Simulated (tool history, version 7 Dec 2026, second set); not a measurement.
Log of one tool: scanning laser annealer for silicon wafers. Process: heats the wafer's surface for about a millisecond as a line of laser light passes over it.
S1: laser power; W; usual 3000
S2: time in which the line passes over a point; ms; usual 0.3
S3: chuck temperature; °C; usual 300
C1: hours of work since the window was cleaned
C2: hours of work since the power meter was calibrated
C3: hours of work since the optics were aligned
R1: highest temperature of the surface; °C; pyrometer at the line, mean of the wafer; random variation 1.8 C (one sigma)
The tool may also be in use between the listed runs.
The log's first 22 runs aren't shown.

{"run": 23, "hour": 142.8, "S1": 3113, "S2": 0.286, "S3": 286, "C1": 774, "C2": 163, "C3": 1336, "R1": 996}
{"run": 24, "hour": 150.3, "S1": 3113, "S2": 0.286, "S3": 286, "C1": 779, "C2": 168, "C3": 1341, "R1": 995}
{"run": 25, "hour": 156.6, "S1": 3045, "S2": 0.236, "S3": 266, "C1": 783, "C2": 172, "C3": 1345, "R1": 900}
{"run": 26, "hour": 160.7, "S1": 3045, "S2": 0.236, "S3": 266, "C1": 785, "C2": 175, "C3": 1348, "R1": 899}
{"run": 27, "hour": 164.5, "S1": 2805, "S2": 0.3, "S3": 329, "C1": 788, "C2": 178, "C3": 1351, "R1": 977}
{"run": 28, "hour": 171.0, "S1": 2805, "S2": 0.3, "S3": 329, "C1": 792, "C2": 182, "C3": 1355, "R1": 974}
{"run": 29, "hour": 175.3, "S1": 2914, "S2": 0.316, "S3": 300, "C1": 795, "C2": 185, "C3": 1358, "R1": 991}
{"run": 30, "hour": 181.0, "S1": 2966, "S2": 0.3, "S3": 291, "C1": 799, "C2": 188, "C3": 1361, "R1": 978}
{"run": 31, "hour": 187.7, "S1": 2966, "S2": 0.3, "S3": 291, "C1": 803, "C2": 193, "C3": 1366, "R1": 981}
{"run": 32, "hour": 193.4, "S1": 3000, "S2": 0.257, "S3": 300, "C1": 807, "C2": 197, "C3": 1370, "R1": 948}
{"run": 33, "hour": 198.1, "S1": 3000, "S2": 0.3, "S3": 299, "C1": 810, "C2": 200, "C3": 1373, "R1": 993}
{"run": 34, "hour": 206.7, "S1": 2794, "S2": 0.267, "S3": 288, "C1": 815, "C2": 205, "C3": 1378, "R1": 898}
{"run": 35, "hour": 216.0, "S1": 2823, "S2": 0.282, "S3": 300, "C1": 822, "C2": 211, "C3": 1384, "R1": 934}
{"run": 36, "hour": 219.9, "S1": 3000, "S2": 0.27, "S3": 289, "C1": 824, "C2": 214, "C3": 1387, "R1": 952}
{"run": 37, "hour": 224.7, "S1": 3000, "S2": 0.378, "S3": 320, "C1": 827, "C2": 217, "C3": 1390, "R1": 1093}
{"run": 38, "hour": 230.4, "S1": 2702, "S2": 0.338, "S3": 320, "C1": 831, "C2": 221, "C3": 1394, "R1": 976}
{"run": 39, "hour": 234.9, "S1": 3037, "S2": 0.266, "S3": 300, "C1": 834, "C2": 224, "C3": 1397, "R1": 968}
{"run": 40, "hour": 240.3, "S1": 2687, "S2": 0.266, "S3": 266, "C1": 837, "C2": 227, "C3": 1400, "R1": 847}

Forecast each of these 3 alternatives for the next run:
{"run": "A", "hour": 247.3, "S1": 3235, "S2": 0.3, "S3": 300, "C1": 842, "C2": 232, "C3": 1405, "R1": "?"}
{"run": "B", "hour": 247.3, "S1": 3106, "S2": 0.222, "S3": 268, "C1": 842, "C2": 232, "C3": 1405, "R1": "?"}
{"run": "C", "hour": 247.3, "S1": 2810, "S2": 0.368, "S3": 272, "C1": 842, "C2": 232, "C3": 1405, "R1": "?"}

run=A R1=1053
run=B R1=894
run=C R1=983
Without the tool's hidden state the same runs would have given:
run=A R1=1101
run=B R1=934
run=C R1=1029

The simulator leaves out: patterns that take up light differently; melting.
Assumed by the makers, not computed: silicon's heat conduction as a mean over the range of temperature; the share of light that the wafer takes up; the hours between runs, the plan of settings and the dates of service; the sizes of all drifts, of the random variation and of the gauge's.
